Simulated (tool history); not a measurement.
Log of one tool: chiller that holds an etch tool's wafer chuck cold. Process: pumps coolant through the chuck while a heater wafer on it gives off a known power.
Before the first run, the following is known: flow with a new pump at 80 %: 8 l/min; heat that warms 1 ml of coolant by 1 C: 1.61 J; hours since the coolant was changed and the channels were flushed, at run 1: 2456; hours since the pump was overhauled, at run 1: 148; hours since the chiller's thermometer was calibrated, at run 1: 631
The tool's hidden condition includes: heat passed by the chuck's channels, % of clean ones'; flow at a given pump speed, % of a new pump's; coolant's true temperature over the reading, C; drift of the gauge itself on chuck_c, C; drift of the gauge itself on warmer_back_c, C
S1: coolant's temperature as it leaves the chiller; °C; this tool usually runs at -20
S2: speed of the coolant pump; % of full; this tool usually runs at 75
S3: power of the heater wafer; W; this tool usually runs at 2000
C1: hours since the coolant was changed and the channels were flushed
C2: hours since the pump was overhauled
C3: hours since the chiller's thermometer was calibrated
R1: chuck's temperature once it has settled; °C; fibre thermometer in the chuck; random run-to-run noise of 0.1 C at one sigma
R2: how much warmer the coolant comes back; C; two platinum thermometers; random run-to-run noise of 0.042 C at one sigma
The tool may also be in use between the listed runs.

| run | hour | S1 | S2 | S3 | C1 | C2 | C3 | R1 | R2 |
|---|---|---|---|---|---|---|---|---|---|
| 1 | 0.0 | -20 | 75 | 2000 | 2456 | 148 | 631 | 8.2 | 9.91 |
| 2 | 79.6 | -20 | 75 | 2000 | 2535 | 227 | 710 | 8.4 | 9.86 |
| 3 | 204.2 | -18 | 75 | 2000 | 2660 | 352 | 835 | 10.2 | 9.83 |
| 4 | 335.0 | -17 | 75 | 2000 | 2790 | 483 | 966 | 11.1 | 9.88 |
| 5 | 460.6 | -17 | 75 | 1995 | 2916 | 608 | 1091 | 10.9 | 9.92 |
| 6 | 539.9 | -17 | 75 | 1995 | 2995 | 688 | 1170 | 10.9 | 9.84 |
| 7 | 648.7 | -17 | 75 | 1995 | 3104 | 797 | 1279 | 11.4 | 9.90 |
| 8 | 761.6 | -17 | 75 | 1995 | 3217 | 909 | 1392 | 11.0 | 9.90 |
| 9 | 894.9 | -19 | 61 | 2266 | 3350 | 1043 | 1525 | 19.1 | 13.61 |
| 10 | 990.3 | -21 | 93 | 1346 | 3446 | 1138 | 1621 | -5.1 | 5.40 |
| 11 | 1124.2 | -21 | 93 | 1081 | 3580 | 1272 | 1755 | -8.5 | 4.32 |
| 12 | 1199.0 | -20 | 75 | 1255 | 3654 | 1347 | 1830 | -2.4 | 6.25 |
| 13 | 1264.8 | -20 | 65 | 1716 | 3720 | 1413 | 1895 | 7.2 | 9.71 |
| 14 | 1388.9 | -20 | 65 | 1168 | 3844 | 1537 | 2020 | -1.3 | 6.59 |
|  | 1468.1 | chiller's thermometer calibrated |
| 15 | 1468.1 | -22 | 75 | 2000 | 3923 | 1615 | 0 | 6.0 | 9.94 |
| 16 | 1601.9 | -16 | 77 | 2000 | 4056 | 1749 | 134 | 11.4 | 9.70 |

Below are 3 alternative next runs, each starting from the tool's condition after run 16. Predict each:
| A | 1710.1 | -27 | 98 | 1771 | 4165 | 1857 | 242 | ? | ? |
| B | 1710.1 | -29 | 93 | 2689 | 4165 | 1857 | 242 | ? | ? |
| C | 1710.1 | -20 | 75 | 2313 | 4165 | 1857 | 242 | ? | ? |

| run | R1 | R2 |
|---|---|---|
| A | -6.9 | 6.77 |
| B | 2.6 | 10.82 |
| C | 12.6 | 11.51 |
With the hidden condition removed and each run's random variation left untouched, the same runs would have given:
| run | R1 | R2 |
|---|---|---|
| A | -6.9 | 6.77 |
| B | 2.6 | 10.82 |
| C | 12.6 | 11.51 |
